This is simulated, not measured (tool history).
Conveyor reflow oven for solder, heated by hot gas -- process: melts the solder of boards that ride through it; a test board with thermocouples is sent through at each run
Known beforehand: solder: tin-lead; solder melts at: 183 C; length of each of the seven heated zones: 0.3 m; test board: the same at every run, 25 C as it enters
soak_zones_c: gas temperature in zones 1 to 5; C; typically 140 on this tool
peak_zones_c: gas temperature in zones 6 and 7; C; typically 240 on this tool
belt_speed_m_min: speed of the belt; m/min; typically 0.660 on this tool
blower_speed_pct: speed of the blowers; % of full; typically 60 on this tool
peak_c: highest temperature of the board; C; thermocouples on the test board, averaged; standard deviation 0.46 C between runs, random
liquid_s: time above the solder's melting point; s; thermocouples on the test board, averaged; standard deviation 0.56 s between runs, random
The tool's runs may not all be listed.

run,day,soak_zones_c,peak_zones_c,belt_speed_m_min,blower_speed_pct,peak_c,liquid_s
1,0.000,140,240,0.660,60,214.1,38.8
2,2.479,140,240,0.660,60,213.2,39.7
3,3.746,140,240,0.660,60,212.8,38.2
4,5.325,140,240,0.660,60,212.4,37.6
5,8.054,140,240,0.660,60,213.1,38.4
# day 8.379: belt drive overhauled, speed set with a stopwatch
6,10.471,140,240,0.660,60,212.2,37.8
7,12.204,140,240,0.660,60,212.0,37.1
8,14.546,140,240,0.579,60,216.4,47.6
9,15.650,138,240,0.579,60,216.1,45.5
10,16.808,140,240,0.660,59,211.5,36.7
11,18.104,138,228,0.660,59,200.6,28.2

Below are 4 alternative next runs, each starting from the tool's condition after run 11. Predict each:
# day 19.000: flux residue cleaned out of gas plates and filters
A,19.800,138,232,0.702,56,?,?
# day 19.000: flux residue cleaned out of gas plates and filters
B,19.800,141,238,0.660,62,?,?
# day 19.000: flux residue cleaned out of gas plates and filters
C,19.800,143,240,0.724,60,?,?
# day 19.000: flux residue cleaned out of gas plates and filters
D,19.800,138,228,0.630,59,?,?

run,peak_c,liquid_s
A,205.4,29.9
B,215.2,41.7
C,212.7,36.5
D,206.9,35.8
With the hidden condition removed and each run's random variation left untouched, the same runs would have given:
run,peak_c,liquid_s
A,206.3,29.6
B,216.4,41.1
C,213.7,36.0
D,208.2,35.6

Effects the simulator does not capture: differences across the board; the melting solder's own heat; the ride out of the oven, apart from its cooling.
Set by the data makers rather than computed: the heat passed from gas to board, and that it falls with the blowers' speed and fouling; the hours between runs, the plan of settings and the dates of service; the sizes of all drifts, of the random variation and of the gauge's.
